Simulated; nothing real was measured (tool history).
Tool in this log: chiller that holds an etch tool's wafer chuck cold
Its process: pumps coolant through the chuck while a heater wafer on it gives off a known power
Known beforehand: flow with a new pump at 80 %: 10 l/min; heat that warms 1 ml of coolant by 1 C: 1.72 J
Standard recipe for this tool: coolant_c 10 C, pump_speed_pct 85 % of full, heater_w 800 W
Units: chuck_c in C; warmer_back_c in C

run    hour  coolant_c  pump_speed_pct  heater_w  chuck_c  warmer_back_c
  1       0         10              85       800     15.5           2.66
  2    78.9         10              85       437       13           1.46
  3   181.1         10              85       437     13.1           1.47
  4   270.9          8              85       437     11.1           1.44
  5   379.1         10              85       800     15.4           2.72
  6   461.1         10              85       800     15.6           2.71
  7   539.4         10              78       800     15.9           2.95
  8   601.1         10              78       800       16           2.97
  9   663.7         10              78       747     15.5           2.81
 10   740.2         10              81       747     15.5            2.7
 11   787.5         10              81       747     15.3           2.74
 12   898.7         10              81       747     15.2           2.79
 13   950.3         10              85       800     15.5           2.79
     1012.7  -- chiller's thermometer calibrated
 14  1024.7         10              85       800     15.6           2.92
 15  1094.8         10              88       800     15.3           2.78
     1152.5  -- gauge calibrated
 16  1173.3         11              85       800     16.5            2.6
 17  1284.1         17              85      1165     24.9            3.8
 18  1375.3         17              85      1165       25           3.82
 19  1479.8         17              85      1165     25.1           3.85
 20  1564.7         17              85      1165     24.9           3.89
 21  1615.9         13              85       695     17.9            2.4
 22    1662          4              85       451      7.1           1.59
 23    1722          4              85       451      7.1           1.55
 24  1829.3          4              85       451      7.1           1.62
 25  1884.3          4              85       547      7.7           1.95
     1919.8  -- coolant changed, channels flushed
 26  1995.7          6              65       572     11.1           2.67
 27  2052.4         14              71       577     18.8           2.47
 28  2145.3          1              71       577      5.7           2.49
     2207.6  -- gauge calibrated
 29  2240.7          1              71       577      5.8           2.28
 30  2352.1          1              85      1175      9.1           3.93
 31  2442.2         16              81       560     20.2           2.01
     2481.2  -- coolant pump overhauled
 32  2502.6         14              85       437     16.8           1.48

Branching from run 32: 3 alternative next runs. What would each branch give?
  A  2569.7         11              74       800        ?              ?
  B  2569.7          1              85       442        ?              ?
  C  2569.7         12              85       437        ?              ?

run  chuck_c  warmer_back_c
  A     17.3           3.12
  B        4           1.48
  C       15           1.51
Without the tool's unlogged condition, the same runs would have read:
run  chuck_c  warmer_back_c
  A     17.3           3.04
  B        4            1.4
  C       15           1.43

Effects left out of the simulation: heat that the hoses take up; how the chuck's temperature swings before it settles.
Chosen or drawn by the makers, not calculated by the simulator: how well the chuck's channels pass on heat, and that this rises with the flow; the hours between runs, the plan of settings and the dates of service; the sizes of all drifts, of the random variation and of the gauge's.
